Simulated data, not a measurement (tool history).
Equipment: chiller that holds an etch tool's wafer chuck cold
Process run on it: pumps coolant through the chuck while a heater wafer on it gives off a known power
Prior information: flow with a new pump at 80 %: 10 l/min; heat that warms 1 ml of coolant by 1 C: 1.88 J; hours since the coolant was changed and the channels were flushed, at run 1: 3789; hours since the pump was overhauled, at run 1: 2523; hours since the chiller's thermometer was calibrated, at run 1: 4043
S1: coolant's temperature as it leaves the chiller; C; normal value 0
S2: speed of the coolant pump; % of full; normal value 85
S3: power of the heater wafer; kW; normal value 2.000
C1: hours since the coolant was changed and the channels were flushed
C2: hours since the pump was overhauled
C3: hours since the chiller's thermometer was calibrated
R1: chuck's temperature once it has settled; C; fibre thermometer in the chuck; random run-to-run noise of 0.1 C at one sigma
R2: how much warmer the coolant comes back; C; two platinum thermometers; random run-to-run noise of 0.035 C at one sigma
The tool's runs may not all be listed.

run 1 hour=0.0 | S1=0 S2=85 S3=2.000 | C1=3789 C2=2523 C3=4043 | R1=14.2 R2=6.05
run 2 hour=164.8 | S1=0 S2=85 S3=2.000 | C1=3954 C2=2688 C3=4208 | R1=14.3 R2=6.02
run 3 hour=330.6 | S1=0 S2=85 S3=2.000 | C1=4120 C2=2853 C3=4374 | R1=14.4 R2=6.06
run 4 hour=470.6 | S1=0 S2=85 S3=2.000 | C1=4260 C2=2993 C3=4514 | R1=14.3 R2=6.04
-- hour=489.2 chiller's thermometer calibrated
run 5 hour=613.1 | S1=0 S2=85 S3=2.000 | C1=4401 C2=3135 C3=124 | R1=14.3 R2=5.98
run 6 hour=732.9 | S1=0 S2=85 S3=2.519 | C1=4521 C2=3255 C3=244 | R1=18.2 R2=7.61
run 7 hour=869.9 | S1=0 S2=85 S3=2.519 | C1=4658 C2=3392 C3=381 | R1=18.1 R2=7.66
-- hour=915.1 coolant changed, channels flushed
run 8 hour=1033.5 | S1=0 S2=85 S3=2.519 | C1=118 C2=3549 C3=538 | R1=18.3 R2=7.61
run 9 hour=1128.5 | S1=0 S2=85 S3=2.519 | C1=213 C2=3644 C3=633 | R1=18.2 R2=7.66
run 10 hour=1282.3 | S1=0 S2=85 S3=2.519 | C1=367 C2=3798 C3=787 | R1=18.1 R2=7.65
run 11 hour=1379.3 | S1=0 S2=85 S3=2.374 | C1=464 C2=3895 C3=884 | R1=17.0 R2=7.28
run 12 hour=1513.8 | S1=7 S2=74 S3=1.460 | C1=599 C2=4030 C3=1019 | R1=18.8 R2=5.23
run 13 hour=1662.8 | S1=-1 S2=68 S3=1.800 | C1=748 C2=4179 C3=1168 | R1=14.8 R2=6.98
run 14 hour=1768.2 | S1=-1 S2=89 S3=1.800 | C1=853 C2=4284 C3=1273 | R1=11.4 R2=5.29
run 15 hour=1896.4 | S1=-6 S2=85 S3=1.348 | C1=981 C2=4412 C3=1401 | R1=3.6 R2=4.20
run 16 hour=1985.0 | S1=3 S2=85 S3=2.080 | C1=1070 C2=4501 C3=1490 | R1=17.8 R2=6.32
run 17 hour=2165.4 | S1=-1 S2=88 S3=2.096 | C1=1250 C2=4681 C3=1670 | R1=13.5 R2=6.27
run 18 hour=2320.0 | S1=-1 S2=88 S3=2.096 | C1=1405 C2=4836 C3=1825 | R1=13.7 R2=6.29
run 19 hour=2430.7 | S1=-1 S2=88 S3=2.451 | C1=1516 C2=4946 C3=1936 | R1=16.0 R2=7.39
run 20 hour=2570.1 | S1=-10 S2=85 S3=2.000 | C1=1655 C2=5086 C3=2075 | R1=4.4 R2=6.25
run 21 hour=2708.9 | S1=2 S2=62 S3=1.349 | C1=1794 C2=5225 C3=2214 | R1=14.9 R2=5.89

Each row is a separate what-if for the run after 21, all from the same tool condition, not one after another. Results?
run A hour=2830.0 | S1=0 S2=85 S3=1.799 | C1=1915 C2=5346 C3=2335 | R1=? R2=?
run B hour=2830.0 | S1=2 S2=86 S3=1.349 | C1=1915 C2=5346 C3=2335 | R1=? R2=?
run C hour=2830.0 | S1=9 S2=74 S3=1.675 | C1=1915 C2=5346 C3=2335 | R1=? R2=?
run D hour=2830.0 | S1=6 S2=63 S3=2.940 | C1=1915 C2=5346 C3=2335 | R1=? R2=?

run=A R1=13.0 R2=5.65
run=B R1=11.5 R2=4.23
run=C R1=22.7 R2=6.04
run=D R1=33.5 R2=12.37
Without the tool's unlogged condition, the same runs would have read:
run=A R1=13.0 R2=5.39
run=B R1=11.5 R2=3.97
run=C R1=22.7 R2=5.78
run=D R1=33.4 R2=12.10

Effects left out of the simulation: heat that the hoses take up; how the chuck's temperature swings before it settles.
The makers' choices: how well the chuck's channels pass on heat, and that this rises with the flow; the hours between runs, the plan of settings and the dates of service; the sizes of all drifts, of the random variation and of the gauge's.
